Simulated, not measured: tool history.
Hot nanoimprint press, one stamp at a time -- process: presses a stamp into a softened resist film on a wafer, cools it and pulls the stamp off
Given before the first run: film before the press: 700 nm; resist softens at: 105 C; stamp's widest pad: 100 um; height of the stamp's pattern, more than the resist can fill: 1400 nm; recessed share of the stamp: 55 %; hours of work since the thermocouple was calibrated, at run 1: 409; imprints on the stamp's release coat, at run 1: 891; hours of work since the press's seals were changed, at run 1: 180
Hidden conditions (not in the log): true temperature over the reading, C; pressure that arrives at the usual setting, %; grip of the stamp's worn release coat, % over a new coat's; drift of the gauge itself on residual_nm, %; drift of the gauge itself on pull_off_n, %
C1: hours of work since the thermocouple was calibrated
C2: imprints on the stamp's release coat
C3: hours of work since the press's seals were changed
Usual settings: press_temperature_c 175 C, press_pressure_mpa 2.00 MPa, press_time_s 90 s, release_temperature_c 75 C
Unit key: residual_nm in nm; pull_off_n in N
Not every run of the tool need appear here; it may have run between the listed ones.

Run 1, day 0.000: usual settings; C1 409; C2 891; C3 180. Result: residual_nm 390.7 nm, pull_off_n 294 N.
Run 2, day 0.617: usual settings; C1 416; C2 918; C3 188. Result: residual_nm 390.0 nm, pull_off_n 295 N.
Run 3, day 1.233: usual settings but press_pressure_mpa 2.29 MPa; C1 424; C2 944; C3 195. Result: residual_nm 371.8 nm, pull_off_n 285 N.
Run 4, day 2.150: usual settings but press_pressure_mpa 2.29 MPa; C1 435; C2 983; C3 206. Result: residual_nm 372.9 nm, pull_off_n 282 N.
At day 2.675: plate thermocouple calibrated.
Run 5, day 2.783: usual settings; C1 1; C2 1005; C3 212. Result: residual_nm 368.4 nm, pull_off_n 271 N.
Run 6, day 3.596: usual settings but press_pressure_mpa 1.85 MPa; C1 11; C2 1040; C3 222. Result: residual_nm 376.1 nm, pull_off_n 289 N.
Run 7, day 4.404: usual settings; C1 21; C2 1074; C3 231. Result: residual_nm 368.5 nm, pull_off_n 276 N.
Run 8, day 4.825: usual settings but press_pressure_mpa 2.91 MPa; C1 26; C2 1092; C3 236. Result: residual_nm 319.5 nm, pull_off_n 287 N.
Run 9, day 5.254: usual settings but press_pressure_mpa 2.91 MPa; C1 31; C2 1111; C3 241. Result: residual_nm 320.3 nm, pull_off_n 292 N.
Run 10, day 6.100: usual settings but press_temperature_c 165 C; C1 41; C2 1147; C3 251. Result: residual_nm 545.3 nm, pull_off_n 288 N.
Run 11, day 6.754: usual settings; C1 49; C2 1175; C3 259. Result: residual_nm 373.6 nm, pull_off_n 275 N.
Run 12, day 7.596: usual settings but press_pressure_mpa 1.67 MPa; C1 59; C2 1211; C3 269. Result: residual_nm 394.5 nm, pull_off_n 293 N.
Run 13, day 8.088: usual settings; C1 64; C2 1232; C3 275. Result: residual_nm 371.9 nm, pull_off_n 287 N.
Run 14, day 8.717: usual settings; C1 72; C2 1259; C3 283. Result: residual_nm 372.5 nm, pull_off_n 296 N.
Run 15, day 9.321: usual settings; C1 79; C2 1284; C3 290. Result: residual_nm 372.5 nm, pull_off_n 302 N.
Run 16, day 9.883: usual settings; C1 86; C2 1308; C3 296. Result: residual_nm 373.6 nm, pull_off_n 313 N.
Run 17, day 10.517: usual settings but press_pressure_mpa 3.07 MPa, release_temperature_c 66 C; C1 93; C2 1336; C3 304. Result: residual_nm 316.1 nm, pull_off_n 343 N.
Run 18, day 11.000: usual settings but press_temperature_c 178 C, press_pressure_mpa 1.26 MPa, release_temperature_c 66 C; C1 99; C2 1356; C3 310. Result: residual_nm 388.0 nm, pull_off_n 339 N.
Run 19, day 11.508: usual settings but press_time_s 46 s, release_temperature_c 83 C; C1 105; C2 1378; C3 316. Result: residual_nm 464.3 nm, pull_off_n 267 N.
Run 20, day 11.942: usual settings but press_temperature_c 187 C, press_time_s 46 s, release_temperature_c 70 C; C1 110; C2 1396; C3 321. Result: residual_nm 281.5 nm, pull_off_n 330 N.
Run 21, day 12.508: usual settings but press_temperature_c 182 C, press_pressure_mpa 1.49 MPa; C1 117; C2 1421; C3 328. Result: residual_nm 304.0 nm, pull_off_n 305 N.

Predict the results of run 22:
Run 22, day 12.992: usual settings but press_temperature_c 182 C, press_pressure_mpa 1.49 MPa, press_time_s 130 s, release_temperature_c 60 C; C1 123; C2 1441; C3 333. Result: residual_nm ?, pull_off_n ?.

Logged for run 22: residual_nm 261.3 nm, pull_off_n 382 N.
Were there no unlogged condition in the tool, this run, its random variation unchanged, would have produced residual_nm 253.4 nm, pull_off_n 286 N.
